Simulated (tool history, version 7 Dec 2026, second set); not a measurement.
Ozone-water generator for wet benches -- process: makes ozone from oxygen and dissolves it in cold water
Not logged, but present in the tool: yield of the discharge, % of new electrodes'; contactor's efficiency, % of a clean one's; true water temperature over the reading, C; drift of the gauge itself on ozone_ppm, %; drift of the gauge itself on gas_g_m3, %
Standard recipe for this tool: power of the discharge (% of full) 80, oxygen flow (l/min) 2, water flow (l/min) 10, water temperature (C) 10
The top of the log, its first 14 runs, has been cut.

run   hour  power of the discharge (% of full)  oxygen flow (l/min)  water flow (l/min)  water temperature (C)  hours of work since the electrodes were changed  hours of work since the contactor was cleaned  hours of work since the thermometer was calibrated  dissolved ozone (ppm)  ozone in the gas ahead of the water (g/m3)
 15  287.2                                  80                    2                  11                     10                                             1044                                           4875                                                 966                   24.2                                       257.9
 16  306.3                                  80                    2                  10                     10                                             1062                                           4894                                                 984                   26.8                                       257.5
 17  319.8                                  80                    2                  10                     10                                             1075                                           4907                                                 997                   26.7                                         259
 18  344.2                                  80                 1.08                  10                      6                                             1099                                           4930                                                1021                   24.6                                       363.6
 19  368.5                                  80                 1.88                  10                      6                                             1122                                           4953                                                1044                   27.6                                       264.9
 20  391.9                                  93                 2.74                   7                     17                                             1145                                           4976                                                1067                   37.5                                       241.9
 21  421.6                                  73                 2.18                  10                     10                                             1173                                           5005                                                1095                   25.1                                       226.4
 22  446.7                                  82                 1.24                  10                     12                                             1198                                           5029                                                1119                   24.8                                       343.2
 23  476.3                                  50                  1.1                  14                     10                                             1226                                           5057                                                1148                   10.8                                         243
 24  505.9                                  59                 1.23                  14                     10                                             1255                                           5086                                                1176                   12.9                                       260.6
 25  518.7                                  80                 1.97                  10                     18                                             1267                                           5098                                                1189                   24.5                                       257.9
 26    536                                  67                  2.5                  10                     10                                             1283                                           5115                                                1205                   23.6                                       193.1
 27  550.5                                  68                 2.03                  10                     16                                             1297                                           5129                                                1219                   21.9                                         219
 28  579.6                                  63                 1.35                  15                     14                                             1325                                           5157                                                1247                   12.4                                       261.1
 29  595.6                                  63                 1.35                  15                     14                                             1341                                           5172                                                1263                   12.3                                       260.8
 30  614.2                                  89                    2                  10                     10                                             1359                                           5190                                                1280                   29.1                                       280.2
       632  -- gauge calibrated
 31  636.8                                  47                 3.45                   6                     10                                             1380                                           5212                                                1302                     26                                       123.9
 32    655                                  47                 3.45                   6                     10                                             1398                                           5229                                                1320                     26                                       123.3
 33  670.5                                  47                 3.45                   6                     10                                             1413                                           5244                                                1335                   26.1                                       123.3

4 options for the next run, each taken on its own from the tool as it stands now. Forecast them:
  A   688                                  47                 3.45                   8                     10                                             1430                                           5261                                                1351                      ?                                           ?
  B   688                                  84                 2.22                   6                      7                                             1430                                           5261                                                1351                      ?                                           ?
  C   688                                  47                 2.02                   9                     14                                             1430                                           5261                                                1351                      ?                                           ?
  D   688                                  75                    2                   7                      7                                             1430                                           5261                                                1351                      ?                                           ?

run  dissolved ozone (ppm)  ozone in the gas ahead of the water (g/m3)
  A                   21.5                                       123.1
  B                   45.7                                       254.6
  C                   18.5                                       167.8
  D                   36.1                                       247.6
Without the tool's hidden state the same runs would have given:
run  dissolved ozone (ppm)  ozone in the gas ahead of the water (g/m3)
  A                   21.5                                       123.4
  B                   45.7                                       255.3
  C                   18.5                                       168.2
  D                   36.2                                       248.3
